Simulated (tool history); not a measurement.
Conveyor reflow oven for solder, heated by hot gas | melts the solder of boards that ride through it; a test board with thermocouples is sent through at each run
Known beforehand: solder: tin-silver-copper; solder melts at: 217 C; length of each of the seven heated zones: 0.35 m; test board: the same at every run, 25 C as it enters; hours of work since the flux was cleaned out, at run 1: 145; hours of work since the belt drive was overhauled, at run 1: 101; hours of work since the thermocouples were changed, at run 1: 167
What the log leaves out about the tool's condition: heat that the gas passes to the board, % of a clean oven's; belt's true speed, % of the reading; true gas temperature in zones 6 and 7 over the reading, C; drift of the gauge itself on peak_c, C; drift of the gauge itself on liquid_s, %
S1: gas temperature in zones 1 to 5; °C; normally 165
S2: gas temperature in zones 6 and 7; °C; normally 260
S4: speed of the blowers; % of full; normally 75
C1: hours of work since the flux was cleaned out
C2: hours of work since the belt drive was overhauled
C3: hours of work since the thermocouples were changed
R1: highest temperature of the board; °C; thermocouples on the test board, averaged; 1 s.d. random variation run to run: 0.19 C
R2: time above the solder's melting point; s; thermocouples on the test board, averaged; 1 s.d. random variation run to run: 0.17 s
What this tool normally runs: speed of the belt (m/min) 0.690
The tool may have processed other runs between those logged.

run 1 day=0.000 | S1=165 S2=260 speed_of_the_belt_(m/min)=0.690 S4=75 | C1=145 C2=101 C3=167 | R1=245.2 R2=38.4
run 2 day=0.854 | S1=165 S2=260 speed_of_the_belt_(m/min)=0.690 S4=75 | C1=158 C2=114 C3=180 | R1=244.5 R2=38.2
run 3 day=1.371 | S1=165 S2=260 speed_of_the_belt_(m/min)=0.690 S4=75 | C1=166 C2=122 C3=188 | R1=244.3 R2=38.1
run 4 day=2.275 | S1=165 S2=260 speed_of_the_belt_(m/min)=0.690 S4=75 | C1=179 C2=135 C3=201 | R1=244.1 R2=38.1
run 5 day=2.983 | S1=165 S2=260 speed_of_the_belt_(m/min)=0.690 S4=75 | C1=190 C2=146 C3=212 | R1=244.1 R2=38.2
run 6 day=3.492 | S1=165 S2=260 speed_of_the_belt_(m/min)=0.690 S4=79 | C1=198 C2=154 C3=220 | R1=245.1 R2=39.0
run 7 day=3.938 | S1=165 S2=260 speed_of_the_belt_(m/min)=0.690 S4=79 | C1=204 C2=160 C3=226 | R1=245.1 R2=39.0
run 8 day=4.688 | S1=165 S2=260 speed_of_the_belt_(m/min)=0.690 S4=79 | C1=216 C2=172 C3=238 | R1=245.1 R2=38.8
run 9 day=5.454 | S1=169 S2=260 speed_of_the_belt_(m/min)=0.690 S4=79 | C1=227 C2=183 C3=249 | R1=245.7 R2=40.5
run 10 day=6.333 | S1=169 S2=260 speed_of_the_belt_(m/min)=0.690 S4=79 | C1=240 C2=196 C3=262 | R1=245.9 R2=40.4
run 11 day=7.375 | S1=165 S2=262 speed_of_the_belt_(m/min)=0.690 S4=75 | C1=256 C2=212 C3=278 | R1=245.7 R2=39.1
run 12 day=8.171 | S1=165 S2=261 speed_of_the_belt_(m/min)=0.690 S4=75 | C1=268 C2=224 C3=290 | R1=244.9 R2=38.2
run 13 day=8.871 | S1=165 S2=261 speed_of_the_belt_(m/min)=0.690 S4=75 | C1=278 C2=234 C3=300 | R1=245.0 R2=38.1
run 14 day=9.750 | S1=165 S2=261 speed_of_the_belt_(m/min)=0.690 S4=75 | C1=291 C2=247 C3=313 | R1=244.7 R2=38.1
run 15 day=10.312 | S1=165 S2=261 speed_of_the_belt_(m/min)=0.690 S4=88 | C1=300 C2=256 C3=322 | R1=247.5 R2=41.0
run 16 day=10.979 | S1=165 S2=261 speed_of_the_belt_(m/min)=0.690 S4=88 | C1=310 C2=266 C3=332 | R1=247.4 R2=40.8
run 17 day=11.825 | S1=154 S2=260 speed_of_the_belt_(m/min)=0.643 S4=75 | C1=323 C2=279 C3=345 | R1=244.3 R2=38.6
run 18 day=12.908 | S1=165 S2=260 speed_of_the_belt_(m/min)=0.818 S4=75 | C1=339 C2=295 C3=361 | R1=237.1 R2=25.4
run 19 day=13.842 | S1=165 S2=264 speed_of_the_belt_(m/min)=0.553 S4=75 | C1=353 C2=309 C3=375 | R1=253.8 R2=57.0
run 20 day=14.767 | S1=155 S2=261 speed_of_the_belt_(m/min)=0.782 S4=79 | C1=367 C2=323 C3=389 | R1=238.6 R2=26.5
run 21 day=15.554 | S1=159 S2=260 speed_of_the_belt_(m/min)=0.728 S4=75 | C1=379 C2=335 C3=401 | R1=240.4 R2=30.6
run 22 day=16.229 | S1=159 S2=260 speed_of_the_belt_(m/min)=0.728 S4=75 | C1=389 C2=345 C3=411 | R1=240.2 R2=30.9
run 23 day=16.871 | S1=165 S2=260 speed_of_the_belt_(m/min)=0.775 S4=82 | C1=398 C2=354 C3=420 | R1=240.8 R2=30.7
run 24 day=17.596 | S1=165 S2=260 speed_of_the_belt_(m/min)=0.558 S4=69 | C1=409 C2=365 C3=431 | R1=248.9 R2=52.0
run 25 day=18.200 | S1=158 S2=260 speed_of_the_belt_(m/min)=0.690 S4=75 | C1=418 C2=374 C3=440 | R1=241.7 R2=34.1
run 26 day=18.658 | S1=165 S2=260 speed_of_the_belt_(m/min)=0.562 S4=75 | C1=425 C2=381 C3=447 | R1=249.2 R2=52.8
run 27 day=19.500 | S1=165 S2=260 speed_of_the_belt_(m/min)=0.562 S4=75 | C1=438 C2=394 C3=460 | R1=249.6 R2=52.5
run 28 day=20.558 | S1=165 S2=258 speed_of_the_belt_(m/min)=0.690 S4=75 | C1=454 C2=410 C3=476 | R1=241.3 R2=35.2
run 29 day=21.162 | S1=153 S2=260 speed_of_the_belt_(m/min)=0.690 S4=75 | C1=463 C2=419 C3=485 | R1=240.5 R2=32.1
-- day=21.800 flux residue cleaned out of gas plates and filters
run 30 day=22.312 | S1=153 S2=260 speed_of_the_belt_(m/min)=0.690 S4=75 | C1=8 C2=433 C3=499 | R1=245.2 R2=36.4
run 31 day=23.375 | S1=153 S2=260 speed_of_the_belt_(m/min)=0.690 S4=75 | C1=24 C2=449 C3=515 | R1=245.0 R2=36.3

Consider 4 possible next runs. They are alternatives, not a sequence: every one starts from the tool as it was left by run 31. What does each give?
run A day=24.058 | S1=165 S2=270 speed_of_the_belt_(m/min)=0.563 S4=75 | C1=34 C2=459 C3=525 | R1=? R2=?
run B day=24.058 | S1=169 S2=261 speed_of_the_belt_(m/min)=0.730 S4=75 | C1=34 C2=459 C3=525 | R1=? R2=?
run C day=24.058 | S1=171 S2=259 speed_of_the_belt_(m/min)=0.690 S4=75 | C1=34 C2=459 C3=525 | R1=? R2=?
run D day=24.058 | S1=153 S2=262 speed_of_the_belt_(m/min)=0.625 S4=75 | C1=34 C2=459 C3=525 | R1=? R2=?

run=A R1=261.7 R2=60.6
run=B R1=246.7 R2=38.5
run=C R1=247.1 R2=42.3
run=D R1=250.1 R2=44.7
The same runs, with their run-to-run variation unchanged, on a tool lacking any hidden condition would have given:
run=A R1=260.1 R2=59.4
run=B R1=245.3 R2=37.4
run=C R1=245.7 R2=41.1
run=D R1=248.6 R2=43.5
